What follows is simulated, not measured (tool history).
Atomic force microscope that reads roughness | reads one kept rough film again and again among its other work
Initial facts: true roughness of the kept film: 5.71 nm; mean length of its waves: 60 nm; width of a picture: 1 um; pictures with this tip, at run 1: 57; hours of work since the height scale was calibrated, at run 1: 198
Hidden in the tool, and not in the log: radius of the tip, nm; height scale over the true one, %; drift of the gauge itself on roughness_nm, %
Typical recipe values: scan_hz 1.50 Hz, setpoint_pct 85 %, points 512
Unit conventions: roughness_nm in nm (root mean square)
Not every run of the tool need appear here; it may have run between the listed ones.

run	hour	scan_hz	setpoint_pct	points	pictures with this tip	hours of work since the height scale was calibrated	roughness_nm
1	0.0	1.50	85	512	57	198	4.998
# hour 13.4: new tip fitted
2	16.7	1.50	85	512	5	209	4.956
3	33.9	1.50	85	512	36	221	5.005
4	43.0	1.50	85	512	52	227	4.968
5	52.9	1.50	85	512	69	234	4.929
# hour 58.9: new tip fitted
6	63.0	0.60	81	295	7	241	5.272
7	72.7	1.21	65	512	24	247	5.345
8	93.6	1.21	65	512	60	262	5.303

Forecast run 9:
# hour 105.4: new tip fitted
9	111.7	0.95	65	861	11	274	?

For run 9 the tool returned roughness_nm 5.389 nm (root mean square).
With no hidden state in the tool, this same run would have given roughness_nm 5.391 nm (root mean square).
